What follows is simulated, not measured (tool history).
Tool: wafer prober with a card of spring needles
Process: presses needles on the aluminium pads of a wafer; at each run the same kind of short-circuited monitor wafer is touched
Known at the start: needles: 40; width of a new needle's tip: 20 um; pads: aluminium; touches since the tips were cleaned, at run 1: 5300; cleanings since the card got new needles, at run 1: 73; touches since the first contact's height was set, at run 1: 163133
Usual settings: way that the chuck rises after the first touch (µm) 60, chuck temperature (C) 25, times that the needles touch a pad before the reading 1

run	day	way that the chuck rises after the first touch (µm)	chuck temperature (C)	times that the needles touch a pad before the reading	touches since the tips were cleaned	cleanings since the card got new needles	touches since the first contact's height was set	resistance of one needle with its contact and lead (mohm)	way that a needle slides on the pad (µm)
1	0.000	60	25	1	5300	73	163133	237	15.57
# day 0.375: tips cleaned on abrasive film
# day 1.279: tips cleaned on abrasive film
# day 2.204: tips cleaned on abrasive film
# day 3.133: tips cleaned on abrasive film
2	3.408	60	25	1	3313	77	203978	219	15.59
# day 3.788: height of the first contact set anew
# day 3.975: tips cleaned on abrasive film
# day 4.875: tips cleaned on abrasive film
3	5.171	60	76	1	3574	79	16566	230	15.07
# day 5.729: tips cleaned on abrasive film
# day 6.633: tips cleaned on abrasive film
4	6.742	60	76	1	1331	81	35407	201	14.91
# day 7.483: tips cleaned on abrasive film
# day 8.412: tips cleaned on abrasive film
# day 9.325: tips cleaned on abrasive film
5	9.554	60	25	1	2779	84	69149	239	14.78
# day 10.112: tips cleaned on abrasive film
# day 11.012: tips cleaned on abrasive film
# day 11.912: tips cleaned on abrasive film
6	11.929	60	25	1	227	87	97600	138	14.93
# day 12.833: tips cleaned on abrasive film
# day 13.717: tips cleaned on abrasive film
7	13.717	60	25	1	0	89	119032	127	14.88
# day 14.617: tips cleaned on abrasive film
8	15.317	60	25	1	8458	90	138285	259	14.88
# day 15.508: tips cleaned on abrasive film
# day 16.433: tips cleaned on abrasive film
# day 17.362: tips cleaned on abrasive film
# day 18.288: tips cleaned on abrasive film
# day 19.142: tips cleaned on abrasive film
9	19.142	60	25	1	0	95	184082	130	14.64
# day 19.338: height of the first contact set anew, once more
# day 20.058: tips cleaned on abrasive film
10	20.796	60	25	1	8878	96	17508	241	15.93
# day 20.983: tips cleaned on abrasive film
# day 21.908: tips cleaned on abrasive film
# day 22.812: tips cleaned on abrasive film
# day 23.692: tips cleaned on abrasive film
11	24.254	60	25	1	6772	100	58987	243	15.89
# day 24.442: tips cleaned on abrasive film
# day 25.367: tips cleaned on abrasive film
# day 26.292: tips cleaned on abrasive film
# day 27.221: tips cleaned on abrasive film
12	27.879	60	25	1	7960	104	102482	246	15.77
# day 28.071: tips cleaned on abrasive film
# day 28.992: tips cleaned on abrasive film
# day 29.733: tips cleaned on abrasive film
# day 30.658: tips cleaned on abrasive film
13	31.200	60	25	2	6512	108	142269	196	15.56
# day 31.571: tips cleaned on abrasive film
# day 32.500: tips cleaned on abrasive film
# day 33.400: tips cleaned on abrasive film
# day 34.329: tips cleaned on abrasive film
14	34.562	77	33	2	2829	112	182594	156	20.03
# day 35.121: tips cleaned on abrasive film
# day 36.046: tips cleaned on abrasive film
# day 36.796: height of the first contact set anew
# day 36.988: tips cleaned on abrasive film
# day 37.908: tips cleaned on abrasive film
15	38.325	43	30	1	5006	116	18304	369	11.39
# day 38.679: tips cleaned on abrasive film
# day 39.583: tips cleaned on abrasive film
# day 40.404: tips cleaned on abrasive film
16	40.404	43	26	2	0	119	43233	133	11.33
# day 41.150: tips cleaned on abrasive film
# day 42.075: tips cleaned on abrasive film
# day 42.858: tips cleaned on abrasive film
17	42.858	74	71	3	0	122	72647	122	19.54
# day 43.762: tips cleaned on abrasive film
# day 44.688: tips cleaned on abrasive film
# day 45.608: tips cleaned on abrasive film
18	46.321	43	63	1	8595	125	114210	371	11.13
# day 46.508: tips cleaned on abrasive film
# day 47.408: tips cleaned on abrasive film
# day 48.338: tips cleaned on abrasive film
# day 49.262: tips cleaned on abrasive film
19	49.558	43	63	1	3548	129	153002	352	11.09
# day 50.104: tips cleaned on abrasive film
# day 51.012: tips cleaned on abrasive film
# day 51.942: tips cleaned on abrasive film
# day 52.867: tips cleaned on abrasive film
20	53.358	48	84	1	5921	133	198597	326	12.27
# day 53.733: tips cleaned on abrasive film
# day 54.296: height of the first contact set anew
# day 54.671: tips cleaned on abrasive film
# day 55.579: tips cleaned on abrasive film
# day 56.504: tips cleaned on abrasive film
21	56.779	48	84	1	3277	137	29730	297	12.82
# day 57.333: tips cleaned on abrasive film
# day 58.262: tips cleaned on abrasive film
# day 59.188: tips cleaned on abrasive film
# day 60.096: tips cleaned on abrasive film
22	60.267	48	84	1	2045	141	71559	267	12.66
# day 61.008: tips cleaned on abrasive film
# day 61.933: tips cleaned on abrasive film
23	62.400	60	33	1	5622	143	97189	248	15.96
# day 62.775: tips cleaned on abrasive film
# day 63.683: tips cleaned on abrasive film
# day 64.521: tips cleaned on abrasive film
24	64.521	60	33	1	0	146	122588	133	15.74
# day 65.438: tips cleaned on abrasive film
# day 66.333: tips cleaned on abrasive film
# day 67.262: tips cleaned on abrasive film
25	67.875	60	33	1	7392	149	162851	265	15.64
# day 68.062: tips cleaned on abrasive film
# day 68.979: tips cleaned on abrasive film
# day 69.908: tips cleaned on abrasive film
26	70.504	62	69	3	7212	152	194397	172	15.97

4 ways to go on from here, each from the tool as it stands after run 26. What would each give?
# day 70.683: tips cleaned on abrasive film
# day 71.608: tips cleaned on abrasive film
# day 71.808: height of the first contact set anew
# day 72.521: tips cleaned on abrasive film
A	73.104	60	77	1	7009	155	15582	?	?
# day 70.683: tips cleaned on abrasive film
# day 71.608: tips cleaned on abrasive film
# day 71.808: height of the first contact set anew
# day 72.521: tips cleaned on abrasive film
B	73.104	62	34	2	7009	155	15582	?	?
# day 70.683: tips cleaned on abrasive film
# day 71.608: tips cleaned on abrasive film
# day 71.808: height of the first contact set anew
# day 72.521: tips cleaned on abrasive film
C	73.104	48	25	2	7009	155	15582	?	?
# day 70.683: tips cleaned on abrasive film
# day 71.608: tips cleaned on abrasive film
# day 71.808: height of the first contact set anew
# day 72.521: tips cleaned on abrasive film
D	73.104	67	69	1	7009	155	15582	?	?

run	resistance of one needle with its contact and lead (mohm)	way that a needle slides on the pad (µm)
A	254	15.93
B	196	16.58
C	253	12.91
D	229	18.05
Without the tool's hidden state the same runs would have given:
run	resistance of one needle with its contact and lead (mohm)	way that a needle slides on the pad (µm)
A	120	15.95
B	113	16.60
C	118	12.93
D	119	18.07
